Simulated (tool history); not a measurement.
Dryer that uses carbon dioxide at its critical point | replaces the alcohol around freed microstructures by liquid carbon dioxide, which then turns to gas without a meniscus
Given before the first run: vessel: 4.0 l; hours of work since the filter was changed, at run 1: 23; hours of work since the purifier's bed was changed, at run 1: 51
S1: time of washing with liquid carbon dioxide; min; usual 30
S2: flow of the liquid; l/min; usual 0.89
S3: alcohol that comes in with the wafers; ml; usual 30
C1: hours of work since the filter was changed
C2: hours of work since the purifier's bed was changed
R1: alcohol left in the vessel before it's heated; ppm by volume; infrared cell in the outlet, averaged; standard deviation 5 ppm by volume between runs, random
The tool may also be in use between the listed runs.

run,hour,S1,S2,S3,C1,C2,R1
1,0,30,0.89,30,23,51,27
2,13.3,30,0.89,30,28,56,29
3,24.8,30,0.89,30,31,59,34
4,39.9,30,0.89,30,36,64,46
5,59.9,30,0.89,30,43,71,44
6,75.6,30,0.89,30,48,76,40
7,88.1,30,0.89,30,52,80,44
8,102.2,30,0.89,69,57,85,53
9,122.2,30,0.89,69,63,91,59
10,145.5,30,0.89,69,71,99,65
11,169.3,30,0.89,69,78,107,72
12,187.8,30,0.89,20,85,113,45
13,203.3,30,0.89,20,90,118,51
14,222,30,0.89,20,96,124,58
15,243.2,30,0.89,20,103,131,55
16,269,30,0.89,20,111,139,62
17,289.5,30,0.89,30,118,146,67
18,304.6,23,0.89,30,123,151,119
19,320.5,20,0.89,30,128,156,177
20,341.6,30,0.89,30,135,163,70
21,367.2,30,0.89,30,143,171,79
22,384.8,30,0.89,36,149,177,84
23,403.7,30,0.89,30,155,183,78
24,431.1,30,0.89,30,164,192,79
25,442.6,30,0.89,30,168,196,87
26,461.6,36,1.09,25,174,202,77
27,486,23,1.268,82,182,210,94
28,501.9,23,1.268,82,187,215,83
29,526.9,27,1.031,64,195,223,95
30,546.4,27,0.89,82,201,230,170
31,560,27,0.89,82,206,234,173
32,581.2,18,0.726,119,213,241,1704
33,598.1,18,1.241,49,218,246,156
34,611.9,27,1.49,61,223,251,95
35,631.1,27,1.49,61,229,257,93
36,644.7,27,1.048,61,234,262,118
37,663.2,27,0.712,62,240,268,319
38,689.8,27,0.712,62,248,276,323
39,703.8,27,0.712,62,253,281,334
40,727.6,27,0.712,62,261,289,329
41,751.6,27,0.712,62,268,297,342
42,767.6,21,1.374,62,274,302,122
43,784,19,1.11,21,279,307,156
44,801.9,46,0.858,30,285,313,110
45,823.6,46,0.858,30,292,320,115
46,849.6,46,0.858,30,300,329,110

What would each run have given without the hidden state, its run-to-run variation left as it was?
Hidden state at play: flow that reaches the vessel past the clogged filter, %; alcohol in the recycled carbon dioxide, ppm; drift of the gauge itself on alcohol_ppm, %.
run,R1
1,8
2,8
3,12
4,23
5,17
6,13
7,14
8,20
9,23
10,26
11,31
12,6
13,11
14,15
15,11
16,14
17,14
18,55
19,101
20,12
21,19
22,20
23,11
24,9
25,17
26,9
27,15
28,3
29,10
30,60
31,61
32,1235
33,47
34,12
35,6
36,18
37,147
38,144
39,151
40,143
41,152
42,12
43,34
44,4
45,12
46,1

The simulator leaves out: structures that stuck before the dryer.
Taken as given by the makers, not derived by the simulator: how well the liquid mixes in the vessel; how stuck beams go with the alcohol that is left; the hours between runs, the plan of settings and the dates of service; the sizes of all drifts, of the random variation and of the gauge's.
